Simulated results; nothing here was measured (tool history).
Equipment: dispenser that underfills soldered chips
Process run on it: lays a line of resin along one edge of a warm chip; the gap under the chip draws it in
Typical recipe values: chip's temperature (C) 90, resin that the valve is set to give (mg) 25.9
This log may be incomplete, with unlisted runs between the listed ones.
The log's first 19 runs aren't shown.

run,hour,chip's temperature (C),resin that the valve is set to give (mg),hours of work since the syringe was changed,hours of work since the valve was cleaned,hours of work since the stage was calibrated,time until the resin shows at the far edge (s),resin that the valve gave (mg)
# hour 171.0: new syringe of resin
20,173.9,92,25.0,2,20,181,36.9,24.80
# hour 180.9: new syringe of resin
21,182.1,92,25.0,1,27,188,33.8,24.71
# hour 190.9: new syringe of resin
22,192.2,78,29.1,1,34,195,55.1,28.61
# hour 200.5: new syringe of resin
23,200.5,88,28.1,0,41,202,36.9,27.65
24,208.4,88,22.1,6,47,208,52.1,21.58
# hour 211.0: new syringe of resin
25,216.1,102,23.3,4,53,214,30.0,22.81
# hour 220.8: new syringe of resin
26,227.6,76,25.9,5,61,222,75.2,25.23
# hour 230.5: new syringe of resin
27,234.8,87,29.5,3,67,228,44.9,28.60
# hour 240.3: new syringe of resin
28,247.5,76,22.3,6,77,238,77.6,21.52
# hour 250.0: new syringe of resin
29,259.3,76,22.3,7,86,247,85.7,21.47
# hour 260.3: new syringe of resin
# hour 263.8: dispensing valve cleaned and set on the balance
# hour 271.3: new syringe of resin
30,271.8,92,28.5,0,6,255,32.8,28.34
# hour 281.4: new syringe of resin
31,281.5,83,26.3,0,13,263,43.8,26.04
# hour 291.8: new syringe of resin
32,292.5,83,26.3,1,22,271,44.7,26.00
33,298.8,91,28.0,6,27,276,44.3,27.72
# hour 301.7: new syringe of resin
34,304.3,99,26.4,2,31,280,29.3,26.09
# hour 311.4: new syringe of resin
35,316.2,96,24.5,4,40,289,35.9,24.01

Branching from run 35: 3 alternative next runs. What would each branch give?
# hour 321.2: new syringe of resin
A,323.3,86,33.1,2,45,295,?,?
# hour 321.2: new syringe of resin
B,323.3,90,27.9,2,45,295,?,?
# hour 321.2: new syringe of resin
C,323.3,81,25.7,2,45,295,?,?

run,time until the resin shows at the far edge (s),resin that the valve gave (mg)
A,43.1,32.44
B,38.1,27.35
C,51.5,25.18
Take away the tool's hidden state, keep each run's random variation, and the runs would have read:
run,time until the resin shows at the far edge (s),resin that the valve gave (mg)
A,37.4,33.12
B,33.0,27.92
C,44.5,25.71

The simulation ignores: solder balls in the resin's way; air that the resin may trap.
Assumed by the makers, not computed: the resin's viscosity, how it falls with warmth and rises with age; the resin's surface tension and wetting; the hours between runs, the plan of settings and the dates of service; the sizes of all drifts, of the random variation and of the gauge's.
